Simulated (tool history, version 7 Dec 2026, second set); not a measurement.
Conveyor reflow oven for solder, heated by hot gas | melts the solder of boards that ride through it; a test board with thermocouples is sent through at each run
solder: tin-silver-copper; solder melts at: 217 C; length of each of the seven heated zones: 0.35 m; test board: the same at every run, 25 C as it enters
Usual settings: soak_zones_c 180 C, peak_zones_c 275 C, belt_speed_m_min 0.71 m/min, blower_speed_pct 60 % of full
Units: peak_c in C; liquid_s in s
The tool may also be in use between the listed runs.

run  hour  soak_zones_c  peak_zones_c  belt_speed_m_min  blower_speed_pct  peak_c  liquid_s
  1     0           180           275              0.71                60   258.1      48.7
  2   4.1           180           275              0.71                60   257.9     48.86
  3   8.4           180           275              0.71                60   258.1      48.8
  4    17           180           275              0.71                60   258.1     48.79
  5  24.2           180           275              0.71                60   258.1      48.8
  6  29.3           180           275              0.71                60   257.8     48.74
  7    36           178           283             0.662                60     267     56.17
  8  39.9           166           278             0.662                60   260.6     50.02
  9  45.1           166           278             0.662                60   260.7        50
 10  52.6           171           275              0.71                60   256.4     45.38

Forecast each of these 3 alternatives for the next run:
  A    57           190           275              0.71                71       ?         ?
  B    57           178           287              0.71                60       ?         ?
  C    57           171           266              0.71                52       ?         ?

run  peak_c  liquid_s
  A   262.6     54.15
  B   268.4     52.64
  C   245.5     38.18
Without the tool's hidden state the same runs would have given:
run  peak_c  liquid_s
  A   262.7     54.16
  B   268.5     52.66
  C   245.5     38.21

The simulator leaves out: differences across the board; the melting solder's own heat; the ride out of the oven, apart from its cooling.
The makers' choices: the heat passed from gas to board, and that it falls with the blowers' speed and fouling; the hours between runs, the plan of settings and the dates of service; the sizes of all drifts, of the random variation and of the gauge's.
